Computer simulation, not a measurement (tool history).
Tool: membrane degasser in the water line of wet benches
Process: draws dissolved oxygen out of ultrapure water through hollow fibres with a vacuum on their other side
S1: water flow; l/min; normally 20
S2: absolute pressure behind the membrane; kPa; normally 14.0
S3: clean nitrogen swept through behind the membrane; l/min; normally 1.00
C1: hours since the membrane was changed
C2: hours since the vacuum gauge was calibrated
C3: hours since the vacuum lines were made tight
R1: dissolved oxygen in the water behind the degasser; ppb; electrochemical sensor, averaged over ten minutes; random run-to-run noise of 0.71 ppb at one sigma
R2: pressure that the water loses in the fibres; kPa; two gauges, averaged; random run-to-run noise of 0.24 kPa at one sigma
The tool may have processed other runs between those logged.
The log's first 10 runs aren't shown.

Run 11, hour 1124.0: usual settings but S1 22 l/min; C1 5597; C2 2987; C3 2776. Result: R1 521.6 ppb, R2 71.94 kPa.
At hour 1161.4: vacuum gauge calibrated.
Run 12, hour 1185.0: usual settings but S1 23 l/min; C1 5658; C2 24; C3 2836. Result: R1 546.8 ppb, R2 75.10 kPa.
Run 13, hour 1293.4: usual settings but S1 23 l/min, S2 19.6 kPa; C1 5766; C2 132; C3 2945. Result: R1 791.0 ppb, R2 75.13 kPa.
Run 14, hour 1417.8: usual settings but S1 23 l/min, S2 19.6 kPa; C1 5890; C2 256; C3 3069. Result: R1 791.1 ppb, R2 75.82 kPa.
Run 15, hour 1488.8: usual settings; C1 5961; C2 327; C3 3140. Result: R1 479.8 ppb, R2 65.44 kPa.
Run 16, hour 1607.2: usual settings but S2 14.4 kPa; C1 6080; C2 446; C3 3259. Result: R1 495.8 ppb, R2 65.25 kPa.
Run 17, hour 1749.9: usual settings but S1 22 l/min, S2 32.4 kPa, S3 0.54 l/min; C1 6222; C2 588; C3 3401. Result: R1 1940.6 ppb, R2 71.97 kPa.
At hour 1820.6: vacuum gauge calibrated, once more.
Run 18, hour 1836.6: usual settings but S1 22 l/min, S2 32.4 kPa, S3 0.54 l/min; C1 6309; C2 16; C3 3488. Result: R1 1927.7 ppb, R2 72.20 kPa.
Run 19, hour 1913.3: usual settings but S2 18.3 kPa, S3 0.50 l/min; C1 6385; C2 93; C3 3564. Result: R1 1090.0 ppb, R2 65.94 kPa.
Run 20, hour 2055.7: usual settings but S1 25 l/min, S2 32.8 kPa, S3 0.54 l/min; C1 6528; C2 235; C3 3707. Result: R1 2120.0 ppb, R2 81.82 kPa.
Run 21, hour 2128.3: usual settings but S1 30 l/min, S3 0.56 l/min; C1 6600; C2 308; C3 3779. Result: R1 1038.6 ppb, R2 98.52 kPa.
Run 22, hour 2190.7: usual settings but S1 30 l/min, S3 0.56 l/min; C1 6663; C2 370; C3 3842. Result: R1 1035.1 ppb, R2 98.29 kPa.
Run 23, hour 2330.1: usual settings but S1 27 l/min, S2 26.5 kPa, S3 0.45 l/min; C1 6802; C2 509; C3 3981. Result: R1 2071.0 ppb, R2 89.17 kPa.
Run 24, hour 2465.4: usual settings but S1 19 l/min, S2 14.8 kPa, S3 1.49 l/min; C1 6937; C2 645; C3 4116. Result: R1 341.5 ppb, R2 62.46 kPa.
Run 25, hour 2604.6: usual settings but S1 19 l/min, S2 11.0 kPa, S3 1.49 l/min; C1 7077; C2 784; C3 4256. Result: R1 235.7 ppb, R2 62.39 kPa.
Run 26, hour 2712.1: usual settings but S1 19 l/min, S2 23.1 kPa, S3 0.41 l/min; C1 7184; C2 892; C3 4363. Result: R1 1529.3 ppb, R2 62.54 kPa.
Run 27, hour 2779.1: usual settings but S1 18 l/min, S2 20.2 kPa, S3 0.79 l/min; C1 7251; C2 959; C3 4430. Result: R1 789.2 ppb, R2 59.25 kPa.
Run 28, hour 2840.5: usual settings but S1 18 l/min, S2 13.8 kPa, S3 0.79 l/min; C1 7313; C2 1020; C3 4491. Result: R1 510.5 ppb, R2 59.03 kPa.
Run 29, hour 2947.9: usual settings but S1 17 l/min, S2 13.8 kPa, S3 1.72 l/min; C1 7420; C2 1127; C3 4599. Result: R1 247.4 ppb, R2 56.05 kPa.
Run 30, hour 3051.5: usual settings but S1 17 l/min, S2 13.8 kPa, S3 1.72 l/min; C1 7524; C2 1231; C3 4702. Result: R1 248.6 ppb, R2 56.07 kPa.
Run 31, hour 3147.2: usual settings but S2 22.3 kPa, S3 0.78 l/min; C1 7619; C2 1327; C3 4798. Result: R1 965.3 ppb, R2 66.00 kPa.

Below are 3 alternative next runs, each starting from the tool's condition after run 31. Predict each:
Run A, hour 3224.2: usual settings but S1 27 l/min, S2 15.1 kPa, S3 0.47 l/min; C1 7696; C2 1404; C3 4875. Result: R1 ?, R2 ?.
Run B, hour 3224.2: usual settings but S1 15 l/min, S2 26.3 kPa, S3 1.48 l/min; C1 7696; C2 1404; C3 4875. Result: R1 ?, R2 ?.
Run C, hour 3224.2: usual settings but S1 24 l/min, S3 0.48 l/min; C1 7696; C2 1404; C3 4875. Result: R1 ?, R2 ?.

run      R1     R2
  A  1167.0  89.11
  B   527.5  49.29
  C   962.0  79.59
Without the tool's unlogged condition, the same runs would have read:
run      R1     R2
  A  1159.2  86.57
  B   522.7  47.88
  C   955.4  77.32

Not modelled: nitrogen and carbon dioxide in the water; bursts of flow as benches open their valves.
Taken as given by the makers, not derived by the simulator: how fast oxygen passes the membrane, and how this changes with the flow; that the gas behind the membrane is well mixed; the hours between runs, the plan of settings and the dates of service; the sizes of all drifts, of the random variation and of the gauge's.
